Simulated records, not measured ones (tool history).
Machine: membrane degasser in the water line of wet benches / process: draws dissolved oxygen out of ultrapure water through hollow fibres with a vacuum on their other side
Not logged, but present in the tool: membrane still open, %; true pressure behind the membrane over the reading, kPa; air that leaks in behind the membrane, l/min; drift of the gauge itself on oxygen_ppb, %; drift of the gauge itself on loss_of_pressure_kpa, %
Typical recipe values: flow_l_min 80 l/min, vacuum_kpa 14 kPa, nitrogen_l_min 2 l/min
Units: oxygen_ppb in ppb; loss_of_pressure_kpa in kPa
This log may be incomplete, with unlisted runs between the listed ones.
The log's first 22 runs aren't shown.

run    hour  flow_l_min  vacuum_kpa  nitrogen_l_min  hours since the membrane was changed  hours since the vacuum gauge was calibrated  hours since the vacuum lines were made tight  oxygen_ppb  loss_of_pressure_kpa
 23  5647.5          59        13.6               2                                  1733                                         3404                                          2735       633.9                 22.71
     5877.3  -- vacuum gauge calibrated
 24  5933.7          59        13.6               2                                  2019                                           56                                          3021         636                 22.65
 25  6232.2          65        14.3            4.39                                  2317                                          355                                          3319       406.9                 24.83
 26  6603.4          65        14.3            4.39                                  2688                                          726                                          3691       406.9                 24.71
 27  6859.5          80        10.4               2                                  2944                                          982                                          3947       603.6                 30.63
     6894.3  -- gauge calibrated
 28  7040.6          82        10.4            4.76                                  3125                                         1163                                          4128       351.4                  31.3
 29  7203.5          82        10.4            4.76                                  3288                                         1326                                          4291       353.9                 31.41
 30  7503.1          56        11.5            4.86                                  3588                                         1626                                          4590       264.2                 21.56
 31  7748.9          56        11.5            4.86                                  3834                                         1872                                          4836       264.8                 21.51

Consider 4 possible next runs. They are alternatives, not a sequence: every one starts from the tool as it was left by run 31. What does each give?
  A  7949          56        29.2            4.86                                  4034                                         2072                                          5036           ?                     ?
  B  7949         108          14            0.83                                  4034                                         2072                                          5036           ?                     ?
  C  7949          56        11.5            2.07                                  4034                                         2072                                          5036           ?                     ?
  D  7949          95          30            1.71                                  4034                                         2072                                          5036           ?                     ?

run  oxygen_ppb  loss_of_pressure_kpa
  A       692.9                 21.35
  B      1763.1                 41.45
  C       499.5                 21.36
  D      2247.3                  36.4
The same runs, with their run-to-run variation unchanged, on a tool lacking any hidden condition would have given:
run  oxygen_ppb  loss_of_pressure_kpa
  A         695                 21.33
  B      1768.5                 41.41
  C       500.7                 21.34
  D      2254.9                 36.37
